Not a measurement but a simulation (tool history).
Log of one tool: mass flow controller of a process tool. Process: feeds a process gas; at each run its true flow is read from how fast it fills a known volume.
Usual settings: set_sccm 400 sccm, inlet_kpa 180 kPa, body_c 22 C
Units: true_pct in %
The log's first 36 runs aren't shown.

run,hour,set_sccm,inlet_kpa,body_c,hours of work since the controller was set to zero,hours of work since the controller was changed,true_pct
37,9563.7,85,142,40,7316,7316,96.41
38,9755.3,400,221,22,7393,7393,99.93
39,9967.6,231,238,32,7477,7477,98.47
40,10212.1,231,220,40,7575,7575,97.69
41,10388.1,231,220,40,7645,7645,97.64
42,10713.1,231,169,40,7775,7775,97.14
# hour 10867.8: controller exchanged for a calibrated one
43,10980.3,192,169,40,45,45,97.05
44,11170.5,192,169,40,121,121,97.04
45,11329.8,192,169,40,184,184,96.91
46,11507.6,400,193,29,256,256,99.05
47,11848.9,400,146,20,392,392,99.54

5 ways to go on from here, each from the tool as it stands after run 47. What would each give?
A,12107.8,71,172,22,495,495,?
B,12107.8,495,180,34,495,495,?
C,12107.8,151,146,33,495,495,?
D,12107.8,75,257,20,495,495,?
E,12107.8,128,146,36,495,495,?

run,true_pct
A,97.94
B,99.05
C,97.28
D,98.91
E,96.98
Without the tool's hidden state the same runs would have given:
run,true_pct
A,97.94
B,99.05
C,97.28
D,98.91
E,96.98
